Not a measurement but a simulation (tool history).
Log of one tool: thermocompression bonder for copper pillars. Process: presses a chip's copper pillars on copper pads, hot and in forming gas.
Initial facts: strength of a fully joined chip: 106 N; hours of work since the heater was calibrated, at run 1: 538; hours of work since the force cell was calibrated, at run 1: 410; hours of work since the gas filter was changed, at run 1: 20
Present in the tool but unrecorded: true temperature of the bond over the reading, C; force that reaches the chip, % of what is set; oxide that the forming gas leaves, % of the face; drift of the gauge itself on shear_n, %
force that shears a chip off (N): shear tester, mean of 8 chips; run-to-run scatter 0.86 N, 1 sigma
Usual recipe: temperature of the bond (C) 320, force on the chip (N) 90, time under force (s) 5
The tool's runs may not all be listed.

run   hour  temperature of the bond (C)  force on the chip (N)  time under force (s)  hours of work since the heater was calibrated  hours of work since the force cell was calibrated  hours of work since the gas filter was changed  force that shears a chip off (N)
  1      0                          320                     90                     5                                            538                                                410                                              20                              68.2
  2   26.1                          320                     90                     5                                            557                                                428                                              39                              68.4
  3   51.5                          320                     90                     5                                            575                                                447                                              57                              69.8
  4   70.2                          320                     62                     5                                            589                                                460                                              71                              49.6
  5   83.2                          320                     62                     5                                            598                                                469                                              80                              49.2
  6  101.9                          320                     62                     5                                            612                                                483                                              93                              49.9
  7  129.4                          320                     90                     5                                            631                                                503                                             113                              69.8
  8  144.2                          320                     64                     5                                            642                                                513                                             124                              50.4
     160.2  -- forming gas filter changed
  9  169.3                          320                     64                     5                                            660                                                531                                               6                              51.6
 10  196.5                          340                     64                     5                                            679                                                551                                              26                              59.3
 11  219.8                          320                    110                     5                                            696                                                567                                              43                              79.3
 12  233.9                          320                    110                     5                                            706                                                578                                              53                                79
 13    261                          320                     83                     5                                            726                                                597                                              73                              65.3
 14  292.4                          320                     90                     5                                            748                                                620                                              95                              68.7
 15  319.2                          320                     90                     9                                            768                                                639                                             114                              79.4
       348  -- forming gas filter changed
 16  350.6                          320                     90                     9                                            790                                                661                                               2                              77.7
 17  372.9                          320                     90                     9                                            806                                                677                                              18                              80.4
 18  404.4                          320                     90                     9                                            829                                                700                                              41                              81.1
 19    422                          309                     90                     5                                            841                                                713                                              53                              63.7
 20  447.7                          313                     55                     5                                            860                                                731                                              72                              41.6
 21  467.9                          313                     55                     5                                            874                                                746                                              86                              41.1
 22    496                          313                     55                     5                                            895                                                766                                             107                              41.2
 23  515.9                          313                     97                     3                                            909                                                780                                             121                              60.8
     535.6  -- forming gas filter changed
 24    548                          313                     97                     3                                            932                                                803                                               9                              59.6
 25  562.2                          313                     97                     3                                            942                                                813                                              19                              59.8
 26  575.4                          320                     81                     6                                            951                                                823                                              29                              67.8
 27  597.1                          326                     81                     4                                            967                                                838                                              44                              62.5
 28  626.3                          326                     81                     4                                            988                                                859                                              65                              61.9
     643.4  -- heater calibrated with a thermocouple chip
 29  658.5                          326                     81                     4                                             11                                                881                                              87                              62.7
 30  686.6                          309                    127                     4                                             31                                                901                                             107                              78.1
 31    709                          293                    127                     4                                             47                                                917                                             123                              69.5
     725.7  -- forming gas filter changed
 32  741.7                          321                    128                    15                                             70                                                941                                              12                              97.7
 33  769.5                          346                     54                    10                                             90                                                961                                              32                              67.4
 34  784.2                          346                     54                    10                                            101                                                971                                              42                              66.3
 35    812                          346                     54                    10                                            121                                                991                                              62                              69.4
 36  830.8                          320                    133                     4                                            135                                               1005                                              76                              85.9
 37  860.9                          320                    133                     4                                            156                                               1026                                              97                              84.2
 38  877.7                          320                    133                     4                                            168                                               1039                                             109                              83.2

Hidden condition of the tool, last listed run before each entry between runs versus first listed run after:
In the gap between runs 8 and 9: forming gas filter changed (hour 160.2)
  oxide that the forming gas leaves, % of the face: 1.2 -> 0.54
In the gap between runs 15 and 16: forming gas filter changed (hour 348)
  oxide that the forming gas leaves, % of the face: 1.18 -> 0.52
In the gap between runs 23 and 24: forming gas filter changed (hour 535.6)
  oxide that the forming gas leaves, % of the face: 1.24 -> 0.56
In the gap between runs 28 and 29: heater calibrated with a thermocouple chip (hour 643.4)
  true temperature of the bond over the reading, C: -0.6 -> 0.1; oxide that the forming gas leaves, % of the face: 0.89 -> 1.01
In the gap between runs 31 and 32: forming gas filter changed (hour 725.7)
  oxide that the forming gas leaves, % of the face: 1.21 -> 0.59
